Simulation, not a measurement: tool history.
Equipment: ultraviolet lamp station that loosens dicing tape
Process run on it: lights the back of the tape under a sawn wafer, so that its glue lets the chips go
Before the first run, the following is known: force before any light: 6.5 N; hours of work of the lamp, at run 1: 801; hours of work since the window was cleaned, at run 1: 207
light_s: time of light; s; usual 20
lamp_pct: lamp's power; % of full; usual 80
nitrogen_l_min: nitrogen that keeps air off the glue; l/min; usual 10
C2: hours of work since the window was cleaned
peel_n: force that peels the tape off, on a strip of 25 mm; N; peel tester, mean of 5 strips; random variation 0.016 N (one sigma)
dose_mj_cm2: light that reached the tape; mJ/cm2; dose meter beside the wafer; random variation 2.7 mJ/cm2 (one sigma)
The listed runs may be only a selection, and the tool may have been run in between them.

Run 1, hour 0.0: usual settings; hours of work of the lamp 801; C2 207. Result: peel_n 1.515 N, dose_mj_cm2 238 mJ/cm2.
At hour 15.9: lamp changed.
Run 2, hour 24.0: usual settings; hours of work of the lamp 5; C2 222. Result: peel_n 0.865 N, dose_mj_cm2 351 mJ/cm2.
Run 3, hour 49.5: usual settings but lamp_pct 70 % of full; hours of work of the lamp 22; C2 239. Result: peel_n 1.098 N, dose_mj_cm2 295 mJ/cm2.
Run 4, hour 70.5: usual settings; hours of work of the lamp 36; C2 253. Result: peel_n 0.858 N, dose_mj_cm2 340 mJ/cm2.
Run 5, hour 108.3: usual settings; hours of work of the lamp 61; C2 278. Result: peel_n 0.880 N, dose_mj_cm2 333 mJ/cm2.
Run 6, hour 134.5: usual settings; hours of work of the lamp 78; C2 296. Result: peel_n 0.885 N, dose_mj_cm2 326 mJ/cm2.
Run 7, hour 154.5: usual settings; hours of work of the lamp 92; C2 309. Result: peel_n 0.940 N, dose_mj_cm2 328 mJ/cm2.
Run 8, hour 197.6: usual settings; hours of work of the lamp 120; C2 337. Result: peel_n 0.951 N, dose_mj_cm2 323 mJ/cm2.
Run 9, hour 217.5: usual settings; hours of work of the lamp 133; C2 350. Result: peel_n 0.943 N, dose_mj_cm2 325 mJ/cm2.
Run 10, hour 259.1: usual settings; hours of work of the lamp 161; C2 378. Result: peel_n 0.988 N, dose_mj_cm2 311 mJ/cm2.
Run 11, hour 279.7: usual settings; hours of work of the lamp 175; C2 392. Result: peel_n 1.019 N, dose_mj_cm2 317 mJ/cm2.
Run 12, hour 307.9: usual settings; hours of work of the lamp 193; C2 410. Result: peel_n 1.024 N, dose_mj_cm2 314 mJ/cm2.
Run 13, hour 340.8: usual settings; hours of work of the lamp 215; C2 432. Result: peel_n 1.052 N, dose_mj_cm2 301 mJ/cm2.
Run 14, hour 359.3: usual settings; hours of work of the lamp 227; C2 444. Result: peel_n 1.041 N, dose_mj_cm2 306 mJ/cm2.
At hour 391.3: window cleaned of glue's vapour.
Run 15, hour 399.3: usual settings; hours of work of the lamp 253; C2 5. Result: peel_n 0.966 N, dose_mj_cm2 316 mJ/cm2.
Run 16, hour 424.3: usual settings; hours of work of the lamp 270; C2 22. Result: peel_n 0.961 N, dose_mj_cm2 315 mJ/cm2.
Run 17, hour 447.2: usual settings; hours of work of the lamp 285; C2 37. Result: peel_n 0.977 N, dose_mj_cm2 317 mJ/cm2.
Run 18, hour 470.3: usual settings; hours of work of the lamp 300; C2 52. Result: peel_n 1.003 N, dose_mj_cm2 313 mJ/cm2.
Run 19, hour 494.4: usual settings; hours of work of the lamp 316; C2 68. Result: peel_n 1.044 N, dose_mj_cm2 307 mJ/cm2.
Run 20, hour 516.3: usual settings; hours of work of the lamp 331; C2 83. Result: peel_n 1.026 N, dose_mj_cm2 307 mJ/cm2.
Run 21, hour 551.5: usual settings; hours of work of the lamp 354; C2 106. Result: peel_n 1.045 N, dose_mj_cm2 302 mJ/cm2.
Run 22, hour 592.5: usual settings; hours of work of the lamp 381; C2 133. Result: peel_n 1.076 N, dose_mj_cm2 292 mJ/cm2.
Run 23, hour 616.6: usual settings but light_s 21 s, lamp_pct 72 % of full; hours of work of the lamp 397; C2 149. Result: peel_n 1.202 N, dose_mj_cm2 274 mJ/cm2.
Run 24, hour 635.7: usual settings but light_s 21 s, lamp_pct 72 % of full; hours of work of the lamp 410; C2 162. Result: peel_n 1.267 N, dose_mj_cm2 276 mJ/cm2.
Run 25, hour 666.6: usual settings but light_s 37 s, nitrogen_l_min 17 l/min; hours of work of the lamp 430; C2 182. Result: peel_n 0.273 N, dose_mj_cm2 535 mJ/cm2.
Run 26, hour 705.2: usual settings but light_s 10 s; hours of work of the lamp 456; C2 208. Result: peel_n 2.794 N, dose_mj_cm2 141 mJ/cm2.
Run 27, hour 745.9: usual settings but light_s 26 s, lamp_pct 92 % of full, nitrogen_l_min 5 l/min; hours of work of the lamp 483; C2 235. Result: peel_n 0.789 N, dose_mj_cm2 414 mJ/cm2.
Run 28, hour 765.4: usual settings but light_s 26 s, lamp_pct 95 % of full, nitrogen_l_min 7 l/min; hours of work of the lamp 496; C2 248. Result: peel_n 0.634 N, dose_mj_cm2 424 mJ/cm2.
Run 29, hour 785.8: usual settings but light_s 13 s, lamp_pct 95 % of full, nitrogen_l_min 7 l/min; hours of work of the lamp 509; C2 261. Result: peel_n 1.970 N, dose_mj_cm2 213 mJ/cm2.
Run 30, hour 823.7: usual settings but light_s 15 s, lamp_pct 82 % of full, nitrogen_l_min 7 l/min; hours of work of the lamp 534; C2 286. Result: peel_n 1.951 N, dose_mj_cm2 207 mJ/cm2.
Run 31, hour 853.6: usual settings but light_s 35 s, lamp_pct 88 % of full, nitrogen_l_min 16 l/min; hours of work of the lamp 554; C2 306. Result: peel_n 0.302 N, dose_mj_cm2 511 mJ/cm2.
Run 32, hour 887.6: usual settings but light_s 36 s, lamp_pct 88 % of full, nitrogen_l_min 9 l/min; hours of work of the lamp 576; C2 328. Result: peel_n 0.369 N, dose_mj_cm2 511 mJ/cm2.
Run 33, hour 921.8: usual settings but light_s 24 s, lamp_pct 94 % of full, nitrogen_l_min 8 l/min; hours of work of the lamp 599; C2 351. Result: peel_n 0.829 N, dose_mj_cm2 356 mJ/cm2.
Run 34, hour 950.2: usual settings but light_s 24 s, lamp_pct 94 % of full, nitrogen_l_min 14 l/min; hours of work of the lamp 618; C2 370. Result: peel_n 0.717 N, dose_mj_cm2 349 mJ/cm2.
Run 35, hour 984.1: usual settings but light_s 35 s, lamp_pct 94 % of full, nitrogen_l_min 14 l/min; hours of work of the lamp 640; C2 392. Result: peel_n 0.312 N, dose_mj_cm2 504 mJ/cm2.
Run 36, hour 1019.0: usual settings but light_s 27 s, lamp_pct 95 % of full, nitrogen_l_min 8 l/min; hours of work of the lamp 663; C2 415. Result: peel_n 0.722 N, dose_mj_cm2 390 mJ/cm2.
Run 37, hour 1041.3: usual settings but light_s 27 s, lamp_pct 95 % of full, nitrogen_l_min 8 l/min; hours of work of the lamp 678; C2 430. Result: peel_n 0.714 N, dose_mj_cm2 381 mJ/cm2.
Run 38, hour 1082.8: usual settings but light_s 27 s, lamp_pct 95 % of full, nitrogen_l_min 8 l/min; hours of work of the lamp 706; C2 458. Result: peel_n 0.779 N, dose_mj_cm2 378 mJ/cm2.
At hour 1093.8: window cleaned of glue's vapour.
Run 39, hour 1122.8: usual settings but light_s 27 s, lamp_pct 95 % of full, nitrogen_l_min 8 l/min; hours of work of the lamp 732; C2 19. Result: peel_n 0.701 N, dose_mj_cm2 398 mJ/cm2.
Run 40, hour 1143.1: usual settings but light_s 34 s, lamp_pct 62 % of full, nitrogen_l_min 7 l/min; hours of work of the lamp 745; C2 33. Result: peel_n 1.058 N, dose_mj_cm2 327 mJ/cm2.
Run 41, hour 1173.7: usual settings but light_s 34 s, lamp_pct 62 % of full, nitrogen_l_min 7 l/min; hours of work of the lamp 765; C2 53. Result: peel_n 1.083 N, dose_mj_cm2 320 mJ/cm2.
Run 42, hour 1196.2: usual settings but light_s 12 s, lamp_pct 68 % of full, nitrogen_l_min 17 l/min; hours of work of the lamp 780; C2 68. Result: peel_n 2.935 N, dose_mj_cm2 121 mJ/cm2.

Each row is a separate what-if for the run after 42, all from the same tool condition, not one after another. Results?
Run A, hour 1219.1: usual settings but light_s 13 s, lamp_pct 68 % of full, nitrogen_l_min 17 l/min; hours of work of the lamp 795; C2 83. Result: peel_n ?, dose_mj_cm2 ?.
Run B, hour 1219.1: usual settings but lamp_pct 92 % of full; hours of work of the lamp 795; C2 83. Result: peel_n ?, dose_mj_cm2 ?.
Run C, hour 1219.1: usual settings but light_s 18 s; hours of work of the lamp 795; C2 83. Result: peel_n ?, dose_mj_cm2 ?.

run  peel_n  dose_mj_cm2
  A   2.760          132
  B   1.201          272
  C   1.740          215
The same runs, with their run-to-run variation unchanged, on a tool lacking any hidden condition would have given:
run  peel_n  dose_mj_cm2
  A   1.750          203
  B   0.531          418
  C   0.895          330

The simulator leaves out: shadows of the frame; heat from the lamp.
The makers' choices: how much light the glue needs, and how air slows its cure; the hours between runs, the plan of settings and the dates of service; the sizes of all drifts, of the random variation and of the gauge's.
